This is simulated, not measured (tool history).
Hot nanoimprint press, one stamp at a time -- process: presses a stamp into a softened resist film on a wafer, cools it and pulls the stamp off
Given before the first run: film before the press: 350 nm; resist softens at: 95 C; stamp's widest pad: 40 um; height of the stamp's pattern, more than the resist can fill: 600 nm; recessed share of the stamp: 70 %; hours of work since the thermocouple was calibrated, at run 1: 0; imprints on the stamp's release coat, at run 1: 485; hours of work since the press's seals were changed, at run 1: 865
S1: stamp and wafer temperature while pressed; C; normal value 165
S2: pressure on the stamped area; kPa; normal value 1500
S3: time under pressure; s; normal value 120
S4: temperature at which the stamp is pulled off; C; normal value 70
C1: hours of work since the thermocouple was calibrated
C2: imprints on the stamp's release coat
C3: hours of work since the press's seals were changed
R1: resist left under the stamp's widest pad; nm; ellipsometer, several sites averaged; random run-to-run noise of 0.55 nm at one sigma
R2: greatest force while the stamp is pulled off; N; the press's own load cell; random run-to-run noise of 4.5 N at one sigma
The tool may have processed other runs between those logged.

run     day   S1    S2   S3  S4  C1   C2    C3     R1   R2
  1       0  165  1500  120  70   0  485   865  200.5  279
  2   2.158  165  1500  120  70  24  591   889  200.3  287
  3   3.571  165  1500  120  70  39  660   904  199.8  291
  4   6.167  165  1500  120  70  67  788   932  198.9  304
  5   8.117  165  1500  120  70  88  883   953  198.9  304
      8.379  -- plate thermocouple calibrated
      9.079  -- stamp cleaned and given a new release coat
  6  10.617  165  1500  120  70  22   76   977  196.4  238
  7  12.875  165  1500  120  70  46  186  1001  195.2  237
     13.892  -- plate thermocouple calibrated, once more
  8  14.942  165  1500  120  70  11  282  1022  202.1  253
  9  17.417  165  1500   99  58  38  403  1049  214.2  314
 10  19.096  167  2060  120  70  57  485  1068  163.9  265
     19.742  -- press's hydraulic seals changed and the load cell set to zero
 11  21.108  170  1500  179  70  75  568    15  140.4  286
 12  22.425  170  1500  179  70  89  632    29  140.6  289

What will run 13 give?
 13  24.896  170  1500  179  70  116  753  56   ?   ?

{"run 13": {"R1": 139.7, "R2": 294}}
Take away the tool's hidden state, keep the run-to-run variation as it was, and the same run would have given R1 142 nm, R2 233 N.
